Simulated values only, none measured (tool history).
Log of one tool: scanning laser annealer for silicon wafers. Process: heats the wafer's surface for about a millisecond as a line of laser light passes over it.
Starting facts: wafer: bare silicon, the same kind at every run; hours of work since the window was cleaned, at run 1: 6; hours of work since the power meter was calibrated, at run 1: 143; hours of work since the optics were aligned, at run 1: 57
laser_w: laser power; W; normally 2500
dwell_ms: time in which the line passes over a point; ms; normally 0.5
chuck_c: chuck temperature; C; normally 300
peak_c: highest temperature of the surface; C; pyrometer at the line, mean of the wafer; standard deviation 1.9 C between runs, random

run	day	laser_w	dwell_ms	chuck_c	hours of work since the window was cleaned	hours of work since the power meter was calibrated	hours of work since the optics were aligned	peak_c
1	0	2500	0.5	300	6	143	57	1122
2	1.925	2500	0.375	300	36	174	88	1021
3	3.412	2500	0.375	300	60	197	111	1020
4	4.5	2500	0.5	285	77	214	129	1105
5	5.504	2500	0.5	285	93	230	145	1104
6	7.404	2195	0.5	300	123	260	175	1010
7	8.496	2195	0.5	300	141	278	192	1009
8	10.112	2195	0.433	300	166	303	218	966
9	11.492	2579	0.433	300	188	325	240	1094
10	12.983	2579	0.433	300	212	349	263	1096
11	14.396	2500	0.5	304	234	371	286	1127
12	16.483	2500	0.5	286	267	404	319	1109
13	18.158	2500	0.5	286	294	431	345	1107
14	19.65	2500	0.5	286	317	455	369	1107
15	20.629	2500	0.5	286	333	470	384	1106
16	22.212	2500	0.5	286	358	495	410	1106
17	24.004	2500	0.5	286	387	524	438	1105
18	25.938	2500	0.5	307	417	554	469	1133
# day 26.125: window over the wafer cleaned
19	27.825	2500	0.5	300	27	583	497	1123
20	29.267	2500	0.5	300	50	606	520	1120
21	30.867	2500	0.5	336	75	631	545	1155
22	32.592	2500	0.5	336	103	658	573	1156
23	33.696	2209	0.487	287	120	676	590	994
24	34.629	2399	0.43	300	135	691	605	1032
25	36.408	2399	0.43	300	163	719	633	1033
26	38.342	2399	0.43	300	194	750	664	1035
27	39.388	2413	0.37	300	210	766	681	989
28	40.646	2413	0.37	300	230	786	700	985
29	41.738	2500	0.5	264	248	804	718	1087
30	43.204	2500	0.5	264	271	827	741	1084
31	45.283	2571	0.436	279	304	860	774	1073
32	46.6	2428	0.478	339	325	881	795	1119
33	48.679	2345	0.433	276	358	914	828	991
34	50.483	2345	0.433	276	386	942	856	994
35	51.562	2489	0.492	300	403	959	874	1109
# day 52.575: window over the wafer cleaned
36	53.175	2489	0.492	300	9	984	898	1112
37	54.617	2489	0.494	284	32	1006	921	1098
38	56.046	2489	0.53	333	55	1029	943	1176
39	57.896	2377	0.541	303	84	1058	973	1108
40	59.358	2291	0.431	289	108	1082	996	984

5 options for the next run, each taken on its own from the tool as it stands now. Forecast them:
A	61.033	2500	0.5	291	134	1108	1022	?
B	61.033	2592	0.5	303	134	1108	1022	?
C	61.033	2291	0.409	307	134	1108	1022	?
D	61.033	2579	0.546	276	134	1108	1022	?
E	61.033	2291	0.377	308	134	1108	1022	?

run	peak_c
A	1112
B	1162
C	988
D	1159
E	959
Had the tool no hidden state, the same runs would have come out as:
run	peak_c
A	1113
B	1163
C	989
D	1160
E	960
